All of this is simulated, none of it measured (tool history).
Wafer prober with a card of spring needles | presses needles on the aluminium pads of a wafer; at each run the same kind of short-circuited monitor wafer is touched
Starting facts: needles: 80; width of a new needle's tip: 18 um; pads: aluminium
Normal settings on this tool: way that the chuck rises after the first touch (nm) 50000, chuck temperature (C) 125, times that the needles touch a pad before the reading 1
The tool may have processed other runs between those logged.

run	hour	way that the chuck rises after the first touch (nm)	chuck temperature (C)	times that the needles touch a pad before the reading	resistance of one needle with its contact and lead (mohm)	way that a needle slides on the pad (nm)
1	0	50000	125	1	298	6440
# hour 14.1: tips cleaned on abrasive film
# hour 20.1: height of the first contact set anew
# hour 25.8: tips cleaned on abrasive film
# hour 37.1: tips cleaned on abrasive film
2	42.6	32000	125	1	379	4290
# hour 51.1: tips cleaned on abrasive film
# hour 62.4: tips cleaned on abrasive film
# hour 76.6: tips cleaned on abrasive film
# hour 90.7: tips cleaned on abrasive film
# hour 104.9: tips cleaned on abrasive film
3	110.7	32000	125	3	336	4210
# hour 116.4: tips cleaned on abrasive film
# hour 130.6: tips cleaned on abrasive film
# hour 144.7: tips cleaned on abrasive film
# hour 156.1: tips cleaned on abrasive film
# hour 170.2: tips cleaned on abrasive film
4	176.2	32000	125	3	336	4180
# hour 181.9: tips cleaned on abrasive film
# hour 193.3: tips cleaned on abrasive film
# hour 207.4: tips cleaned on abrasive film
# hour 218.7: tips cleaned on abrasive film
5	226.6	50000	125	1	334	6580
# hour 232.3: tips cleaned on abrasive film
# hour 243.7: tips cleaned on abrasive film
# hour 255: tips cleaned on abrasive film
# hour 269.2: tips cleaned on abrasive film
# hour 280.5: tips cleaned on abrasive film
# hour 294.6: tips cleaned on abrasive film
6	298.3	50000	125	1	313	6550
# hour 306.8: tips cleaned on abrasive film
# hour 318.2: tips cleaned on abrasive film
# hour 329.5: tips cleaned on abrasive film
# hour 340.9: tips cleaned on abrasive film
# hour 352.2: tips cleaned on abrasive film
# hour 363.5: tips cleaned on abrasive film
7	369	50000	125	1	334	6470
# hour 377.5: tips cleaned on abrasive film
# hour 391.6: tips cleaned on abrasive film
# hour 403: tips cleaned on abrasive film
# hour 414.3: tips cleaned on abrasive film
# hour 425.7: tips cleaned on abrasive film
8	431.4	50000	125	1	328	6400
# hour 437.1: tips cleaned on abrasive film
# hour 437.4: height of the first contact set anew
# hour 451.5: tips cleaned on abrasive film
# hour 462.8: tips cleaned on abrasive film
# hour 474.2: tips cleaned on abrasive film
# hour 485.5: tips cleaned on abrasive film
9	489.5	50000	125	1	318	6720
# hour 498: tips cleaned on abrasive film
# hour 512.2: tips cleaned on abrasive film
# hour 523.5: tips cleaned on abrasive film
10	528.3	50000	125	1	323	6690
# hour 536.8: tips cleaned on abrasive film
# hour 551: tips cleaned on abrasive film
# hour 562.3: tips cleaned on abrasive film
# hour 573.6: tips cleaned on abrasive film
# hour 587.8: tips cleaned on abrasive film
11	592.4	50000	125	1	331	6650
# hour 601: tips cleaned on abrasive film
# hour 612.3: tips cleaned on abrasive film
# hour 626.5: tips cleaned on abrasive film
# hour 637.8: tips cleaned on abrasive film
12	640.2	50000	125	1	314	6620
# hour 651.6: tips cleaned on abrasive film
# hour 665.7: tips cleaned on abrasive film
13	675.9	36000	125	1	400	4670
# hour 678.8: tips cleaned on abrasive film
# hour 690.2: tips cleaned on abrasive film
# hour 701.5: tips cleaned on abrasive film
# hour 715.7: tips cleaned on abrasive film
# hour 727: tips cleaned on abrasive film
# hour 741: tips cleaned on abrasive film
14	741	36000	42	1	295	4620
# hour 755.2: tips cleaned on abrasive film
# hour 769.3: tips cleaned on abrasive film
# hour 783.5: tips cleaned on abrasive film
15	789.7	36000	42	1	365	4620
# hour 795.4: tips cleaned on abrasive film
# hour 806.8: tips cleaned on abrasive film
# hour 818.1: tips cleaned on abrasive film
# hour 829.5: tips cleaned on abrasive film
16	833	36000	54	1	341	4570
# hour 841.5: tips cleaned on abrasive film
# hour 853.1: height of the first contact set anew
# hour 856: tips cleaned on abrasive film
# hour 870.1: tips cleaned on abrasive film
# hour 884.3: tips cleaned on abrasive film
# hour 898.4: tips cleaned on abrasive film
17	903.7	50000	42	1	312	6710
# hour 912.3: tips cleaned on abrasive film
# hour 923.6: tips cleaned on abrasive film
18	933.6	34000	125	1	423	4520
# hour 936.5: tips cleaned on abrasive film
# hour 947.8: tips cleaned on abrasive film
# hour 959.2: tips cleaned on abrasive film
# hour 973.3: tips cleaned on abrasive film
# hour 984.7: tips cleaned on abrasive film
# hour 996: tips cleaned on abrasive film
19	1003.6	34000	29	1	397	4430
# hour 1009.3: tips cleaned on abrasive film
# hour 1023.5: tips cleaned on abrasive film
# hour 1034.8: tips cleaned on abrasive film
# hour 1046.8: card fitted with new needles
# hour 1058.1: tips cleaned on abrasive film
20	1060.6	48000	122	1	300	6440
# hour 1071.9: tips cleaned on abrasive film
# hour 1086: tips cleaned on abrasive film
# hour 1097.4: tips cleaned on abrasive film
# hour 1108.7: tips cleaned on abrasive film
# hour 1120.1: tips cleaned on abrasive film
21	1121.4	48000	28	1	272	6410
# hour 1132.8: tips cleaned on abrasive film
# hour 1144.1: tips cleaned on abrasive film
# hour 1158.3: tips cleaned on abrasive film
22	1168.1	48000	28	1	308	6380
# hour 1171: tips cleaned on abrasive film
# hour 1182.3: tips cleaned on abrasive film
# hour 1193.6: tips cleaned on abrasive film
# hour 1206.8: tips cleaned on abrasive film
23	1206.8	56000	43	2	259	7420
# hour 1220.9: tips cleaned on abrasive film
# hour 1232.2: tips cleaned on abrasive film
# hour 1243.6: tips cleaned on abrasive film
24	1252.4	47000	35	2	291	6160
# hour 1255.3: tips cleaned on abrasive film
# hour 1266.7: tips cleaned on abrasive film
# hour 1280.8: tips cleaned on abrasive film
# hour 1292.2: tips cleaned on abrasive film
# hour 1303.5: tips cleaned on abrasive film
# hour 1314.8: tips cleaned on abrasive film
25	1321.6	40000	73	2	310	5180
# hour 1327.3: tips cleaned on abrasive film
# hour 1338.6: tips cleaned on abrasive film
# hour 1350: tips cleaned on abrasive film
# hour 1361.3: tips cleaned on abrasive film
# hour 1375.5: tips cleaned on abrasive film
26	1380.1	40000	73	2	309	5150

3 options for the next run, each taken on its own from the tool as it stands now. Forecast them:
# hour 1388.6: tips cleaned on abrasive film
# hour 1402.8: tips cleaned on abrasive film
A	1412.6	35000	125	3	?	?
# hour 1388.6: tips cleaned on abrasive film
# hour 1402.8: tips cleaned on abrasive film
B	1412.6	50000	105	1	?	?
# hour 1388.6: tips cleaned on abrasive film
# hour 1402.8: tips cleaned on abrasive film
C	1412.6	34000	73	3	?	?

run	resistance of one needle with its contact and lead (mohm)	way that a needle slides on the pad (nm)
A	332	4410
B	330	6480
C	317	4330
Had the tool no hidden state, the same runs would have come out as:
run	resistance of one needle with its contact and lead (mohm)	way that a needle slides on the pad (nm)
A	298	4700
B	283	6770
C	279	4610
